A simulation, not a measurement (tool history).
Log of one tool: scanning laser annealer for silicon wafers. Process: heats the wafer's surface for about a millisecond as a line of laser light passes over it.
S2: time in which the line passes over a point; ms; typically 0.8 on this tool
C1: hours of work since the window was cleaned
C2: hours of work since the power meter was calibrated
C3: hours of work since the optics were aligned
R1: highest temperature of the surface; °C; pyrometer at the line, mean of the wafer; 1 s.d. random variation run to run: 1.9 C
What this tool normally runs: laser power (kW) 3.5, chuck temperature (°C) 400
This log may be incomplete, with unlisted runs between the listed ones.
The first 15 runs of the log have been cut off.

{"run": 16, "hour": 229.5, "laser power (kW)": 3.5, "S2": 0.608, "chuck temperature (°C)": 400, "C1": 337, "C2": 558, "C3": 1061, "R1": 1014}
{"run": 17, "hour": 243.3, "laser power (kW)": 2.999, "S2": 0.608, "chuck temperature (°C)": 400, "C1": 344, "C2": 565, "C3": 1068, "R1": 909}
{"run": 18, "hour": 264.1, "laser power (kW)": 2.999, "S2": 0.608, "chuck temperature (°C)": 400, "C1": 355, "C2": 576, "C3": 1079, "R1": 905}
{"run": 19, "hour": 273.4, "laser power (kW)": 2.999, "S2": 0.608, "chuck temperature (°C)": 400, "C1": 360, "C2": 581, "C3": 1084, "R1": 906}
{"run": 20, "hour": 291.9, "laser power (kW)": 3.5, "S2": 0.8, "chuck temperature (°C)": 400, "C1": 370, "C2": 591, "C3": 1094, "R1": 1098}
{"run": 21, "hour": 300.6, "laser power (kW)": 3.5, "S2": 0.8, "chuck temperature (°C)": 425, "C1": 374, "C2": 596, "C3": 1098, "R1": 1122}
{"run": 22, "hour": 316.3, "laser power (kW)": 3.5, "S2": 0.842, "chuck temperature (°C)": 407, "C1": 383, "C2": 604, "C3": 1107, "R1": 1126}
{"run": 23, "hour": 327.7, "laser power (kW)": 3.5, "S2": 0.66, "chuck temperature (°C)": 407, "C1": 389, "C2": 610, "C3": 1113, "R1": 1047}
{"run": 24, "hour": 339.0, "laser power (kW)": 3.5, "S2": 0.66, "chuck temperature (°C)": 407, "C1": 395, "C2": 616, "C3": 1119, "R1": 1045}
{"run": 25, "hour": 360.4, "laser power (kW)": 3.5, "S2": 0.984, "chuck temperature (°C)": 400, "C1": 406, "C2": 627, "C3": 1130, "R1": 1172}
{"run": 26, "hour": 379.2, "laser power (kW)": 3.5, "S2": 0.984, "chuck temperature (°C)": 400, "C1": 416, "C2": 637, "C3": 1140, "R1": 1168}
{"run": 27, "hour": 393.5, "laser power (kW)": 3.073, "S2": 0.862, "chuck temperature (°C)": 394, "C1": 423, "C2": 644, "C3": 1147, "R1": 1008}
{"run": 28, "hour": 404.1, "laser power (kW)": 3.073, "S2": 0.862, "chuck temperature (°C)": 394, "C1": 429, "C2": 650, "C3": 1153, "R1": 1009}
{"run": 29, "hour": 420.4, "laser power (kW)": 3.073, "S2": 0.862, "chuck temperature (°C)": 394, "C1": 437, "C2": 659, "C3": 1161, "R1": 1008}
{"run": 30, "hour": 434.7, "laser power (kW)": 3.784, "S2": 0.862, "chuck temperature (°C)": 394, "C1": 445, "C2": 666, "C3": 1169, "R1": 1189}
{"run": 31, "hour": 456.4, "laser power (kW)": 3.604, "S2": 0.596, "chuck temperature (°C)": 439, "C1": 456, "C2": 678, "C3": 1180, "R1": 1067}
{"run": 32, "hour": 475.8, "laser power (kW)": 3.604, "S2": 0.596, "chuck temperature (°C)": 439, "C1": 467, "C2": 688, "C3": 1191, "R1": 1066}
{"run": 33, "hour": 493.8, "laser power (kW)": 3.604, "S2": 0.596, "chuck temperature (°C)": 439, "C1": 476, "C2": 697, "C3": 1200, "R1": 1065}
{"run": 34, "hour": 502.5, "laser power (kW)": 3.848, "S2": 0.818, "chuck temperature (°C)": 421, "C1": 481, "C2": 702, "C3": 1205, "R1": 1210}

Run 35 comes next. What will it give?
{"run": 35, "hour": 522.8, "laser power (kW)": 3.848, "S2": 0.818, "chuck temperature (°C)": 421, "C1": 491, "C2": 713, "C3": 1215, "R1": "?"}

{"run 35": {"R1": 1214}}
Take away the tool's hidden state, keep the run-to-run variation as it was, and the same run would have given R1 1244 °C.

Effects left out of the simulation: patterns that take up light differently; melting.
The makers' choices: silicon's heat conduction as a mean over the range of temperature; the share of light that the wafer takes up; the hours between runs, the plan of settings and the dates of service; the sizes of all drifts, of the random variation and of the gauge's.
